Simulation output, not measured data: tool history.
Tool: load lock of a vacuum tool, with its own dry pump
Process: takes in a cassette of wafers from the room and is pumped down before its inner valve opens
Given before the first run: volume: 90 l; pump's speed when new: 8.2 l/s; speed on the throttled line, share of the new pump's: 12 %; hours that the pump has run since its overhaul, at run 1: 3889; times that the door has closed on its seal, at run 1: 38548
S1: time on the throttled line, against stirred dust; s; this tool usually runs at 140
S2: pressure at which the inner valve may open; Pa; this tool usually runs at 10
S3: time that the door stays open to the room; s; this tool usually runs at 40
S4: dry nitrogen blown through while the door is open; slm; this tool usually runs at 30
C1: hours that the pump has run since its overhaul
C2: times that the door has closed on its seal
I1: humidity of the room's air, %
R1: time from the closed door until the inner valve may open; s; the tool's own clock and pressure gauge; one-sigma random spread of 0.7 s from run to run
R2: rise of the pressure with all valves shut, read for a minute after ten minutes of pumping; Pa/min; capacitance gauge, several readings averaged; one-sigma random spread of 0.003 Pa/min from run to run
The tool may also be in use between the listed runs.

{"run": 1, "day": 0.0, "S1": 140, "S2": 10, "S3": 40, "S4": 30, "C1": 3889, "C2": 38548, "I1": 46.2, "R1": 225.2, "R2": 0.346}
{"run": 2, "day": 2.475, "S1": 140, "S2": 10, "S3": 112, "S4": 30, "C1": 3949, "C2": 38753, "I1": 42.9, "R1": 226.8, "R2": 0.36}
{"run": 3, "day": 7.204, "S1": 140, "S2": 10, "S3": 112, "S4": 30, "C1": 4062, "C2": 39144, "I1": 45.9, "R1": 227, "R2": 0.374}
{"run": 4, "day": 12.825, "S1": 140, "S2": 10, "S3": 40, "S4": 30, "C1": 4197, "C2": 39608, "I1": 44.8, "R1": 226.8, "R2": 0.368}
{"run": 5, "day": 18.025, "S1": 267, "S2": 10, "S3": 40, "S4": 30, "C1": 4322, "C2": 40038, "I1": 46.2, "R1": 335.2, "R2": 0.379}
{"run": 6, "day": 22.517, "S1": 267, "S2": 10, "S3": 40, "S4": 30, "C1": 4430, "C2": 40409, "I1": 45.4, "R1": 336.8, "R2": 0.385}
{"run": 7, "day": 26.446, "S1": 80, "S2": 10, "S3": 40, "S4": 30, "C1": 4524, "C2": 40734, "I1": 41.7, "R1": 173.3, "R2": 0.387}
{"run": 8, "day": 29.079, "S1": 80, "S2": 10, "S3": 40, "S4": 30, "C1": 4587, "C2": 40952, "I1": 43.7, "R1": 173.5, "R2": 0.388}
{"run": 9, "day": 32.883, "S1": 80, "S2": 10, "S3": 40, "S4": 30, "C1": 4678, "C2": 41266, "I1": 45.7, "R1": 173.9, "R2": 0.39}
{"run": 10, "day": 36.312, "S1": 80, "S2": 10, "S3": 40, "S4": 30, "C1": 4761, "C2": 41549, "I1": 46.5, "R1": 174.5, "R2": 0.399}
{"run": 11, "day": 39.288, "S1": 140, "S2": 10, "S3": 25, "S4": 30, "C1": 4832, "C2": 41796, "I1": 43.7, "R1": 225.7, "R2": 0.404}
{"run": 12, "day": 43.588, "S1": 140, "S2": 10, "S3": 40, "S4": 30, "C1": 4935, "C2": 42151, "I1": 44.4, "R1": 226.6, "R2": 0.41}
{"run": 13, "day": 48.729, "S1": 140, "S2": 10, "S3": 40, "S4": 30, "C1": 5059, "C2": 42576, "I1": 45.8, "R1": 224.8, "R2": 0.41}
{"run": 14, "day": 54.292, "S1": 140, "S2": 10, "S3": 40, "S4": 30, "C1": 5192, "C2": 43036, "I1": 47.4, "R1": 225.8, "R2": 0.417}
{"run": 15, "day": 57.392, "S1": 140, "S2": 12, "S3": 40, "S4": 30, "C1": 5267, "C2": 43292, "I1": 50, "R1": 224.1, "R2": 0.426}
{"run": 16, "day": 61.325, "S1": 140, "S2": 12, "S3": 40, "S4": 30, "C1": 5361, "C2": 43617, "I1": 45.4, "R1": 224.6, "R2": 0.424}
{"run": 17, "day": 64.404, "S1": 140, "S2": 10, "S3": 40, "S4": 30, "C1": 5435, "C2": 43872, "I1": 46.8, "R1": 226, "R2": 0.433}
{"run": 18, "day": 68.442, "S1": 140, "S2": 10, "S3": 40, "S4": 30, "C1": 5532, "C2": 44205, "I1": 42.1, "R1": 227, "R2": 0.438}
{"run": 19, "day": 70.867, "S1": 140, "S2": 15, "S3": 40, "S4": 30, "C1": 5590, "C2": 44406, "I1": 43.9, "R1": 221.3, "R2": 0.44}

Forecast run 20:
{"run": 20, "day": 74.021, "S1": 208, "S2": 10, "S3": 215, "S4": 19, "C1": 5666, "C2": 44666, "I1": 43.2, "R1": "?", "R2": "?"}

{"run 20": {"R1": 285.8, "R2": 0.464}}
The same run, on a tool lacking any hidden state, would have yielded R1 283.8 s, R2 0.025 Pa/min.

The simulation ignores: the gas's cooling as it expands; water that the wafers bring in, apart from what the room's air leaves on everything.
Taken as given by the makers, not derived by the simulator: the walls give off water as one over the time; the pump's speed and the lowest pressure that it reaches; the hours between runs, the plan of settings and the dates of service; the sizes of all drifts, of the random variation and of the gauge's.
